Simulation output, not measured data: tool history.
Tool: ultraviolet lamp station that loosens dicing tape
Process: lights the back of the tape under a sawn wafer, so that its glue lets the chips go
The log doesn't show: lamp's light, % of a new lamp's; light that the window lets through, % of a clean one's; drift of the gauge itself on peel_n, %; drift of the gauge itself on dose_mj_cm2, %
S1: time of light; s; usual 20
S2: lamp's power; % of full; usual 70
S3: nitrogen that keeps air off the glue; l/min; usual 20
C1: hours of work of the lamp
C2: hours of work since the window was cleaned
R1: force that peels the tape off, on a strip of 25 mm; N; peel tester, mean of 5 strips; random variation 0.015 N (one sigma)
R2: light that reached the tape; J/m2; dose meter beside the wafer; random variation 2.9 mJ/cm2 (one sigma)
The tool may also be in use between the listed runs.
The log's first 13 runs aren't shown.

run 14 hour=924.4 | S1=20 S2=67 S3=20 | C1=895 C2=123 | R1=0.987 R2=3140
run 15 hour=1022.9 | S1=20 S2=70 S3=20 | C1=940 C2=169 | R1=0.983 R2=3210
run 16 hour=1074.5 | S1=20 S2=70 S3=20 | C1=965 C2=193 | R1=1.036 R2=3180
run 17 hour=1163 | S1=20 S2=70 S3=20 | C1=1006 C2=235 | R1=1.036 R2=3170
run 18 hour=1236.1 | S1=20 S2=70 S3=12 | C1=1040 C2=269 | R1=1.275 R2=3110
run 19 hour=1330 | S1=20 S2=70 S3=12 | C1=1084 C2=313 | R1=1.276 R2=2960
-- hour=1339.6 window cleaned of glue's vapour
run 20 hour=1410.5 | S1=10 S2=94 S3=8 | C1=1121 C2=33 | R1=1.913 R2=2140
run 21 hour=1470.4 | S1=10 S2=94 S3=8 | C1=1149 C2=61 | R1=1.938 R2=2130
run 22 hour=1558.2 | S1=10 S2=94 S3=8 | C1=1190 C2=102 | R1=2.024 R2=2060
run 23 hour=1618.1 | S1=18 S2=71 S3=9 | C1=1218 C2=130 | R1=1.446 R2=2800
run 24 hour=1696.2 | S1=15 S2=67 S3=7 | C1=1254 C2=166 | R1=1.979 R2=2180
-- hour=1723.5 lamp changed
run 25 hour=1751.7 | S1=27 S2=98 S3=6 | C1=13 C2=192 | R1=0.427 R2=7260
run 26 hour=1821.3 | S1=17 S2=69 S3=9 | C1=46 C2=224 | R1=1.286 R2=3190
run 27 hour=1921.1 | S1=13 S2=69 S3=10 | C1=92 C2=271 | R1=1.731 R2=2320
run 28 hour=1979.7 | S1=13 S2=69 S3=10 | C1=119 C2=298 | R1=1.716 R2=2330
-- hour=2024.7 window cleaned of glue's vapour
run 29 hour=2053.4 | S1=13 S2=69 S3=10 | C1=154 C2=13 | R1=1.56 R2=2540
run 30 hour=2130.1 | S1=35 S2=72 S3=10 | C1=189 C2=49 | R1=0.351 R2=6980
run 31 hour=2181.8 | S1=25 S2=72 S3=8 | C1=213 C2=73 | R1=0.759 R2=5020
run 32 hour=2254 | S1=20 S2=76 S3=9 | C1=247 C2=107 | R1=0.961 R2=4210
run 33 hour=2339.9 | S1=10 S2=61 S3=22 | C1=287 C2=147 | R1=2.048 R2=1610
run 34 hour=2389.5 | S1=10 S2=61 S3=22 | C1=310 C2=170 | R1=1.967 R2=1620
run 35 hour=2467 | S1=12 S2=89 S3=11 | C1=346 C2=206 | R1=1.384 R2=2760
run 36 hour=2511.4 | S1=12 S2=89 S3=11 | C1=367 C2=227 | R1=1.447 R2=2750
run 37 hour=2576.3 | S1=30 S2=80 S3=19 | C1=397 C2=257 | R1=0.366 R2=6050
run 38 hour=2656.1 | S1=30 S2=80 S3=19 | C1=435 C2=294 | R1=0.372 R2=5940

Forecast each of these 5 alternatives for the next run:
-- hour=2712 window cleaned of glue's vapour
run A hour=2750.9 | S1=11 S2=95 S3=10 | C1=479 C2=18 | R1=? R2=?
-- hour=2712 window cleaned of glue's vapour
run B hour=2750.9 | S1=33 S2=66 S3=19 | C1=479 C2=18 | R1=? R2=?
-- hour=2712 window cleaned of glue's vapour
run C hour=2750.9 | S1=13 S2=83 S3=19 | C1=479 C2=18 | R1=? R2=?
-- hour=2712 window cleaned of glue's vapour
run D hour=2750.9 | S1=11 S2=94 S3=17 | C1=479 C2=18 | R1=? R2=?
-- hour=2712 window cleaned of glue's vapour
run E hour=2750.9 | S1=34 S2=74 S3=11 | C1=479 C2=18 | R1=? R2=?

run=A R1=1.417 R2=2780
run=B R1=0.38 R2=5890
run=C R1=1.166 R2=2900
run=D R1=1.297 R2=2750
run=E R1=0.362 R2=6750
Without the tool's hidden state the same runs would have given:
run=A R1=1.277 R2=3050
run=B R1=0.321 R2=6470
run=C R1=1.032 R2=3190
run=D R1=1.156 R2=3020
run=E R1=0.307 R2=7410
